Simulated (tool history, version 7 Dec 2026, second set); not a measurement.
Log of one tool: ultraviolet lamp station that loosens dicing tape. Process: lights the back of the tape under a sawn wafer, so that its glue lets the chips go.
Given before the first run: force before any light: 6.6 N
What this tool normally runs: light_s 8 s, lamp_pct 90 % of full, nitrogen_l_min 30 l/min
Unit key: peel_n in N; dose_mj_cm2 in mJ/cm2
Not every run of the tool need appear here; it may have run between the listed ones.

{"run": 1, "hour": 0.0, "light_s": 8, "lamp_pct": 90, "nitrogen_l_min": 30, "peel_n": 0.333, "dose_mj_cm2": 201}
{"hour": 37.2, "done": "window cleaned of glue's vapour"}
{"run": 2, "hour": 57.5, "light_s": 8, "lamp_pct": 90, "nitrogen_l_min": 30, "peel_n": 0.383, "dose_mj_cm2": 186}
{"run": 3, "hour": 108.3, "light_s": 8, "lamp_pct": 90, "nitrogen_l_min": 30, "peel_n": 0.392, "dose_mj_cm2": 180}
{"run": 4, "hour": 165.0, "light_s": 8, "lamp_pct": 90, "nitrogen_l_min": 30, "peel_n": 0.398, "dose_mj_cm2": 173}
{"run": 5, "hour": 214.5, "light_s": 8, "lamp_pct": 90, "nitrogen_l_min": 30, "peel_n": 0.426, "dose_mj_cm2": 172}
{"run": 6, "hour": 247.7, "light_s": 8, "lamp_pct": 90, "nitrogen_l_min": 30, "peel_n": 0.436, "dose_mj_cm2": 170}
{"run": 7, "hour": 275.9, "light_s": 8, "lamp_pct": 90, "nitrogen_l_min": 30, "peel_n": 0.465, "dose_mj_cm2": 167}
{"run": 8, "hour": 339.4, "light_s": 8, "lamp_pct": 90, "nitrogen_l_min": 30, "peel_n": 0.474, "dose_mj_cm2": 164}
{"hour": 344.0, "done": "window cleaned of glue's vapour, once more"}
{"run": 9, "hour": 407.8, "light_s": 8, "lamp_pct": 90, "nitrogen_l_min": 30, "peel_n": 0.336, "dose_mj_cm2": 202}
{"run": 10, "hour": 468.0, "light_s": 8, "lamp_pct": 90, "nitrogen_l_min": 30, "peel_n": 0.359, "dose_mj_cm2": 197}
{"run": 11, "hour": 517.4, "light_s": 4, "lamp_pct": 90, "nitrogen_l_min": 42, "peel_n": 1.062, "dose_mj_cm2": 95}
{"run": 12, "hour": 550.4, "light_s": 8, "lamp_pct": 90, "nitrogen_l_min": 14, "peel_n": 0.525, "dose_mj_cm2": 191}
{"run": 13, "hour": 597.0, "light_s": 8, "lamp_pct": 90, "nitrogen_l_min": 14, "peel_n": 0.541, "dose_mj_cm2": 189}
{"run": 14, "hour": 638.3, "light_s": 4, "lamp_pct": 71, "nitrogen_l_min": 14, "peel_n": 2.245, "dose_mj_cm2": 73}
{"run": 15, "hour": 694.4, "light_s": 4, "lamp_pct": 69, "nitrogen_l_min": 17, "peel_n": 2.197, "dose_mj_cm2": 72}
{"run": 16, "hour": 730.8, "light_s": 4, "lamp_pct": 69, "nitrogen_l_min": 17, "peel_n": 2.247, "dose_mj_cm2": 69}
{"hour": 770.3, "done": "window cleaned of glue's vapour"}
{"run": 17, "hour": 779.8, "light_s": 7, "lamp_pct": 69, "nitrogen_l_min": 17, "peel_n": 0.959, "dose_mj_cm2": 127}
{"run": 18, "hour": 835.1, "light_s": 6, "lamp_pct": 82, "nitrogen_l_min": 44, "peel_n": 0.629, "dose_mj_cm2": 129}
{"run": 19, "hour": 868.0, "light_s": 9, "lamp_pct": 82, "nitrogen_l_min": 44, "peel_n": 0.344, "dose_mj_cm2": 189}

Estimate the outcome of run 20 from the log above:
{"run": 20, "hour": 910.6, "light_s": 8, "lamp_pct": 89, "nitrogen_l_min": 29, "peel_n": "?", "dose_mj_cm2": "?"}

{"run 20": {"peel_n": 0.411, "dose_mj_cm2": 175}}
Take away the tool's hidden state, keep the run-to-run variation as it was, and the same run would have given peel_n 0.298 N, dose_mj_cm2 220 mJ/cm2.

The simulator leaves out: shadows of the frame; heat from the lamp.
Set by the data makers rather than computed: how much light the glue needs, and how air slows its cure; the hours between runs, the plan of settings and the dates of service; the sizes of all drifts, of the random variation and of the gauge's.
